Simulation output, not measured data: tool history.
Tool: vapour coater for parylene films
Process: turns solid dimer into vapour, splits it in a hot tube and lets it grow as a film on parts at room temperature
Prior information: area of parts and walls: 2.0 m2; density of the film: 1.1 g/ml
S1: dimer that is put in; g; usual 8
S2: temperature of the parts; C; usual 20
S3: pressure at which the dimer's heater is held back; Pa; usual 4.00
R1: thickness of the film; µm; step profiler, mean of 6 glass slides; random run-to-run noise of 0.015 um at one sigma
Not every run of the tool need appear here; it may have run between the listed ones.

run	hour	S1	S2	S3	R1
1	0.0	8	20	4.00	2.52
2	28.1	8	20	4.00	2.48
3	57.7	8	20	4.00	2.47
4	106.5	8	20	4.00	2.48
5	140.7	8	20	4.00	2.46
6	178.8	8	20	4.00	2.44
7	205.5	8	20	4.00	2.45
8	229.7	8	20	11.37	1.94
9	257.1	8	18	11.37	2.03
10	294.6	8	20	4.00	2.42
11	347.6	8	25	4.00	2.18
12	384.2	8	25	4.00	2.16
13	416.4	7	20	3.90	2.13
14	440.8	7	20	3.90	2.12
15	479.9	7	20	3.90	2.08
16	528.3	7	20	3.90	2.10
# hour 556.7: trap's valve overhauled
17	566.0	7	20	3.90	2.18
18	605.4	8	20	5.39	2.34
19	644.5	6	28	3.19	1.64
20	678.4	10	13	4.00	3.56

Below are 3 alternative next runs, each starting from the tool's condition after run 20. Predict each:
A	711.0	13	27	4.00	?
B	711.0	8	15	3.24	?
C	711.0	10	17	3.69	?

run	R1
A	3.43
B	2.82
C	3.30
With no hidden state in the tool, these same runs would have given:
run	R1
A	3.58
B	2.95
C	3.45
